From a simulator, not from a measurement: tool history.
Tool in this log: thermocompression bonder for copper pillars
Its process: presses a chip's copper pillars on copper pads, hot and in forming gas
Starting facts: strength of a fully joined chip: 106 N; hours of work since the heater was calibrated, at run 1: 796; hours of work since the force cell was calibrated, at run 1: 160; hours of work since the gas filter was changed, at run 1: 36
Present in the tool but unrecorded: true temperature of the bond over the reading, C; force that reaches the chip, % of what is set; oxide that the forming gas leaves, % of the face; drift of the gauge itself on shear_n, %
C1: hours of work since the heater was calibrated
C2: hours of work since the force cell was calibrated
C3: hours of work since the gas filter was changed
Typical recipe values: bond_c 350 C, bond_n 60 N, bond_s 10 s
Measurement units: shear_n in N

{"run": 1, "day": 0.0, "bond_c": 350, "bond_n": 60, "bond_s": 10, "C1": 796, "C2": 160, "C3": 36, "shear_n": 38.8}
{"run": 2, "day": 0.896, "bond_c": 350, "bond_n": 60, "bond_s": 10, "C1": 805, "C2": 169, "C3": 46, "shear_n": 40.5}
{"run": 3, "day": 1.662, "bond_c": 350, "bond_n": 60, "bond_s": 10, "C1": 813, "C2": 177, "C3": 54, "shear_n": 39.7}
{"run": 4, "day": 2.104, "bond_c": 350, "bond_n": 60, "bond_s": 10, "C1": 818, "C2": 181, "C3": 58, "shear_n": 41.1}
{"run": 5, "day": 2.712, "bond_c": 350, "bond_n": 60, "bond_s": 10, "C1": 824, "C2": 188, "C3": 65, "shear_n": 39.3}
{"run": 6, "day": 3.5, "bond_c": 350, "bond_n": 60, "bond_s": 10, "C1": 832, "C2": 196, "C3": 73, "shear_n": 39.3}
{"run": 7, "day": 4.196, "bond_c": 350, "bond_n": 60, "bond_s": 6, "C1": 840, "C2": 203, "C3": 80, "shear_n": 32}
{"run": 8, "day": 4.8, "bond_c": 320, "bond_n": 60, "bond_s": 18, "C1": 846, "C2": 209, "C3": 86, "shear_n": 39.4}
{"day": 4.95, "done": "force cell calibrated"}
{"run": 9, "day": 5.675, "bond_c": 320, "bond_n": 60, "bond_s": 18, "C1": 854, "C2": 8, "C3": 95, "shear_n": 38.3}
{"run": 10, "day": 6.246, "bond_c": 345, "bond_n": 87, "bond_s": 18, "C1": 860, "C2": 13, "C3": 101, "shear_n": 55.4}
{"day": 6.971, "done": "force cell calibrated, once more"}
{"run": 11, "day": 6.971, "bond_c": 354, "bond_n": 54, "bond_s": 10, "C1": 867, "C2": 0, "C3": 107, "shear_n": 39.1}

Predict each of these 3 candidate next runs independently; none follows another, all start after run 11:
{"run": "A", "day": 7.833, "bond_c": 328, "bond_n": 52, "bond_s": 10, "C1": 876, "C2": 9, "C3": 116, "shear_n": "?"}
{"run": "B", "day": 7.833, "bond_c": 345, "bond_n": 57, "bond_s": 7, "C1": 876, "C2": 9, "C3": 116, "shear_n": "?"}
{"run": "C", "day": 7.833, "bond_c": 370, "bond_n": 54, "bond_s": 7, "C1": 876, "C2": 9, "C3": 116, "shear_n": "?"}

run=A shear_n=29.4
run=B shear_n=31.5
run=C shear_n=37.6
Take away the tool's hidden state, keep each run's random variation, and the runs would have read:
run=A shear_n=31.8
run=B shear_n=34
run=C shear_n=40.4

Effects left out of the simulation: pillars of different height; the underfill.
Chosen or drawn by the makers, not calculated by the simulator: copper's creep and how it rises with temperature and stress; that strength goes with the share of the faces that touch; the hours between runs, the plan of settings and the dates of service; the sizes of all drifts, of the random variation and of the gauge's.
